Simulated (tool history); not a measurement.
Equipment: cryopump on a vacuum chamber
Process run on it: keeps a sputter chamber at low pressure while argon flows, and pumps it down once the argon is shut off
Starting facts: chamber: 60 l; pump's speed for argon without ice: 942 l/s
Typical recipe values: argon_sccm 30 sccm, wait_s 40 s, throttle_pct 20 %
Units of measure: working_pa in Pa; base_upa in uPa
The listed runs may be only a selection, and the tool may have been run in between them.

run 1 day=0.000 | argon_sccm=30 wait_s=40 throttle_pct=20 | working_pa=0.2713 base_upa=2.00
run 2 day=2.704 | argon_sccm=30 wait_s=40 throttle_pct=20 | working_pa=0.2696 base_upa=2.08
run 3 day=4.262 | argon_sccm=30 wait_s=40 throttle_pct=20 | working_pa=0.2712 base_upa=1.93
run 4 day=6.400 | argon_sccm=30 wait_s=40 throttle_pct=20 | working_pa=0.2719 base_upa=1.95
run 5 day=8.196 | argon_sccm=14 wait_s=40 throttle_pct=20 | working_pa=0.1279 base_upa=2.04
run 6 day=9.712 | argon_sccm=14 wait_s=40 throttle_pct=20 | working_pa=0.1273 base_upa=2.01
run 7 day=11.375 | argon_sccm=31 wait_s=40 throttle_pct=20 | working_pa=0.2803 base_upa=2.00
run 8 day=13.771 | argon_sccm=30 wait_s=40 throttle_pct=20 | working_pa=0.2719 base_upa=2.12
run 9 day=16.312 | argon_sccm=30 wait_s=109 throttle_pct=20 | working_pa=0.2713 base_upa=1.03
run 10 day=17.829 | argon_sccm=30 wait_s=109 throttle_pct=20 | working_pa=0.2729 base_upa=1.06
run 11 day=20.446 | argon_sccm=30 wait_s=40 throttle_pct=20 | working_pa=0.2749 base_upa=2.09
run 12 day=22.879 | argon_sccm=30 wait_s=40 throttle_pct=20 | working_pa=0.2721 base_upa=2.10
run 13 day=25.150 | argon_sccm=30 wait_s=40 throttle_pct=20 | working_pa=0.2762 base_upa=2.08
run 14 day=27.262 | argon_sccm=30 wait_s=40 throttle_pct=20 | working_pa=0.2761 base_upa=2.13
run 15 day=29.912 | argon_sccm=30 wait_s=40 throttle_pct=20 | working_pa=0.2761 base_upa=2.22
run 16 day=32.496 | argon_sccm=30 wait_s=40 throttle_pct=20 | working_pa=0.2773 base_upa=2.19
run 17 day=33.708 | argon_sccm=30 wait_s=40 throttle_pct=20 | working_pa=0.2760 base_upa=2.16
run 18 day=34.892 | argon_sccm=51 wait_s=40 throttle_pct=32 | working_pa=0.2997 base_upa=2.16
run 19 day=36.000 | argon_sccm=30 wait_s=97 throttle_pct=37 | working_pa=0.1542 base_upa=1.25
run 20 day=37.129 | argon_sccm=30 wait_s=97 throttle_pct=37 | working_pa=0.1549 base_upa=1.28
run 21 day=38.454 | argon_sccm=17 wait_s=106 throttle_pct=19 | working_pa=0.1654 base_upa=1.17
run 22 day=40.896 | argon_sccm=33 wait_s=116 throttle_pct=31 | working_pa=0.2004 base_upa=1.18
run 23 day=42.192 | argon_sccm=33 wait_s=116 throttle_pct=31 | working_pa=0.2016 base_upa=1.16
run 24 day=44.617 | argon_sccm=13 wait_s=48 throttle_pct=43 | working_pa=0.0593 base_upa=1.95
run 25 day=46.312 | argon_sccm=21 wait_s=40 throttle_pct=18 | working_pa=0.2157 base_upa=2.25
run 26 day=48.038 | argon_sccm=13 wait_s=40 throttle_pct=43 | working_pa=0.0588 base_upa=2.33
run 27 day=50.379 | argon_sccm=13 wait_s=40 throttle_pct=43 | working_pa=0.0597 base_upa=2.36
run 28 day=52.429 | argon_sccm=42 wait_s=165 throttle_pct=20 | working_pa=0.3942 base_upa=1.08
run 29 day=53.571 | argon_sccm=42 wait_s=165 throttle_pct=20 | working_pa=0.3968 base_upa=1.15
run 30 day=55.671 | argon_sccm=23 wait_s=25 throttle_pct=30 | working_pa=0.1487 base_upa=3.29
run 31 day=58.029 | argon_sccm=23 wait_s=25 throttle_pct=30 | working_pa=0.1474 base_upa=3.33
run 32 day=59.271 | argon_sccm=35 wait_s=149 throttle_pct=37 | working_pa=0.1860 base_upa=1.16
run 33 day=60.738 | argon_sccm=16 wait_s=40 throttle_pct=16 | working_pa=0.1859 base_upa=2.38
run 34 day=63.329 | argon_sccm=16 wait_s=40 throttle_pct=16 | working_pa=0.1883 base_upa=2.41

Some steps in working_pa between neighbouring runs. How much of each would the tool show without its hidden state too (settings, what came in, random variation), and how much is left for the hidden state, with any gauge scatter that isn't in both results?
The tool's hidden condition here consists of: pump's speed, % of a pump's without ice; cold plate's temperature, K; leak into the chamber, uPa l/s; drift of the gauge itself on working_pa, %; drift of the gauge itself on base_upa, %.
Run 25 -> 26: argon_sccm 21 -> 13, throttle_pct 18 -> 43. working_pa -0.1569 Pa: hidden state -0.0028, all else -0.1541.
Run 27 -> 28: argon_sccm 13 -> 42, wait_s 40 -> 165, throttle_pct 43 -> 20. working_pa +0.3345 Pa: hidden state +0.0121, all else +0.3224.
Run 29 -> 30: argon_sccm 42 -> 23, wait_s 165 -> 25, throttle_pct 20 -> 30. working_pa -0.2481 Pa: hidden state -0.0076, all else -0.2405.
Run 32 -> 33: argon_sccm 35 -> 16, wait_s 149 -> 40, throttle_pct 37 -> 16. working_pa -0.0001 Pa: hidden state -0.0087, all else +0.0086.

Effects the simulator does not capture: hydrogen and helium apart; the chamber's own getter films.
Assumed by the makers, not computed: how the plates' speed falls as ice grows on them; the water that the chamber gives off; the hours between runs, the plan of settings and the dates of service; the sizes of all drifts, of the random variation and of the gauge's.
